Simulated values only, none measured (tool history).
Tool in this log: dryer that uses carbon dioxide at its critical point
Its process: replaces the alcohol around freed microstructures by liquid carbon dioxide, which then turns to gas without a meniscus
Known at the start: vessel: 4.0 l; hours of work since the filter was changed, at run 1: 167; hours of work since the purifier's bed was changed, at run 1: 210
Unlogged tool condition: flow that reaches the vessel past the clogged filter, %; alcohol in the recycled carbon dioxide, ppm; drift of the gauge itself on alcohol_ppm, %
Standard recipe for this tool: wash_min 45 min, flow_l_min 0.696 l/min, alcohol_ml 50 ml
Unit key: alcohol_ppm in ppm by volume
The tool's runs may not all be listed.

| run | day | wash_min | flow_l_min | alcohol_ml | hours of work since the filter was changed | hours of work since the purifier's bed was changed | alcohol_ppm |
|---|---|---|---|---|---|---|---|
| 1 | 0 | 45 | 0.696 | 50 | 167 | 210 | 121 |
| 2 | 0.688 | 45 | 0.696 | 44 | 173 | 216 | 102 |
| 3 | 1.225 | 45 | 0.696 | 50 | 177 | 221 | 119 |
| 4 | 1.562 | 45 | 0.696 | 21 | 180 | 224 | 66 |
| 5 | 1.867 | 45 | 0.696 | 21 | 183 | 226 | 72 |
| 6 | 2.371 | 45 | 0.696 | 21 | 188 | 231 | 73 |
| 7 | 2.858 | 45 | 0.696 | 21 | 192 | 235 | 84 |
| 8 | 3.6 | 45 | 0.696 | 21 | 198 | 242 | 73 |
| 9 | 4.312 | 45 | 0.696 | 21 | 205 | 248 | 75 |
| 10 | 5.029 | 45 | 0.696 | 50 | 211 | 254 | 133 |
| 11 | 5.629 | 45 | 0.696 | 50 | 216 | 259 | 131 |
| 12 | 6.329 | 45 | 0.696 | 50 | 222 | 266 | 134 |
| 13 | 6.862 | 45 | 0.696 | 50 | 227 | 270 | 136 |
| 14 | 7.408 | 45 | 0.696 | 50 | 232 | 275 | 135 |
| 15 | 7.917 | 45 | 0.696 | 50 | 236 | 280 | 141 |
| 16 | 8.379 | 33 | 0.428 | 39 | 241 | 284 | 1186 |
| 17 | 8.754 | 33 | 0.428 | 39 | 244 | 287 | 1212 |
| 18 | 9.096 | 56 | 0.983 | 82 | 247 | 290 | 51 |
| 19 | 9.775 | 56 | 0.983 | 82 | 253 | 296 | 48 |
| 20 | 10.1 | 38 | 1.053 | 66 | 256 | 299 | 82 |
| 21 | 10.512 | 33 | 0.901 | 37 | 259 | 303 | 144 |
| 22 | 10.996 | 33 | 0.901 | 37 | 264 | 307 | 143 |
| 23 | 11.579 | 53 | 0.53 | 76 | 269 | 312 | 329 |
| 24 | 12.038 | 53 | 0.53 | 116 | 273 | 316 | 502 |
|  | 12.2 | inlet filter changed |
| 25 | 12.708 | 62 | 0.634 | 50 | 4 | 322 | 58 |
| 26 | 13.379 | 62 | 0.501 | 37 | 10 | 327 | 85 |
| 27 | 14.004 | 45 | 0.668 | 50 | 16 | 333 | 97 |
| 28 | 14.417 | 33 | 0.929 | 50 | 20 | 337 | 98 |
| 29 | 14.9 | 28 | 0.929 | 81 | 24 | 341 | 244 |

Measured result minus the same run's result without the hidden state. Both carry the same run-to-run variation, though not necessarily the same gauge scatter:
| run | alcohol_ppm |
|---|---|
| 1 | +64 |
| 2 | +61 |
| 3 | +68 |
| 4 | +43 |
| 5 | +45 |
| 6 | +45 |
| 7 | +47 |
| 8 | +47 |
| 9 | +49 |
| 10 | +82 |
| 11 | +84 |
| 12 | +84 |
| 13 | +89 |
| 14 | +90 |
| 15 | +92 |
| 16 | +399 |
| 17 | +414 |
| 18 | +38 |
| 19 | +39 |
| 20 | +61 |
| 21 | +97 |
| 22 | +99 |
| 23 | +204 |
| 24 | +301 |
| 25 | +37 |
| 26 | +42 |
| 27 | +44 |
| 28 | +45 |
| 29 | +59 |
